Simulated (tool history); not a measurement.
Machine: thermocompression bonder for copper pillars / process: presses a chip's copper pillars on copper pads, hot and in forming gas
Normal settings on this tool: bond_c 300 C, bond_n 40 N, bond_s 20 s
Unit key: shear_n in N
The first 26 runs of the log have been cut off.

run 27 hour=1144.5 | bond_c=300 bond_n=48 bond_s=23 | shear_n=118.0
-- hour=1160.9 forming gas filter changed
run 28 hour=1191.6 | bond_c=300 bond_n=48 bond_s=58 | shear_n=145.5
run 29 hour=1225.1 | bond_c=295 bond_n=33 bond_s=20 | shear_n=106.7
run 30 hour=1266.1 | bond_c=295 bond_n=33 bond_s=20 | shear_n=107.2
run 31 hour=1301.6 | bond_c=292 bond_n=33 bond_s=15 | shear_n=95.6
run 32 hour=1338.3 | bond_c=292 bond_n=33 bond_s=15 | shear_n=93.7
run 33 hour=1364.3 | bond_c=300 bond_n=42 bond_s=13 | shear_n=102.5
run 34 hour=1423.3 | bond_c=300 bond_n=40 bond_s=25 | shear_n=115.8
-- hour=1442.0 forming gas filter changed
run 35 hour=1449.3 | bond_c=300 bond_n=40 bond_s=21 | shear_n=121.5
run 36 hour=1492.1 | bond_c=324 bond_n=26 bond_s=51 | shear_n=138.1
run 37 hour=1525.1 | bond_c=293 bond_n=40 bond_s=16 | shear_n=108.3
run 38 hour=1569.8 | bond_c=293 bond_n=40 bond_s=16 | shear_n=106.0
run 39 hour=1600.3 | bond_c=317 bond_n=28 bond_s=20 | shear_n=110.7

4 options for the next run, each taken on its own from the tool as it stands now. Forecast them:
run A hour=1655.9 | bond_c=291 bond_n=30 bond_s=21 | shear_n=?
run B hour=1655.9 | bond_c=283 bond_n=49 bond_s=25 | shear_n=?
run C hour=1655.9 | bond_c=323 bond_n=34 bond_s=11 | shear_n=?
run D hour=1655.9 | bond_c=330 bond_n=51 bond_s=20 | shear_n=?

run=A shear_n=98.5
run=B shear_n=115.3
run=C shear_n=104.3
run=D shear_n=134.9
Had the tool no hidden state, the same runs would have come out as:
run=A shear_n=101.7
run=B shear_n=120.0
run=C shear_n=108.1
run=D shear_n=142.4

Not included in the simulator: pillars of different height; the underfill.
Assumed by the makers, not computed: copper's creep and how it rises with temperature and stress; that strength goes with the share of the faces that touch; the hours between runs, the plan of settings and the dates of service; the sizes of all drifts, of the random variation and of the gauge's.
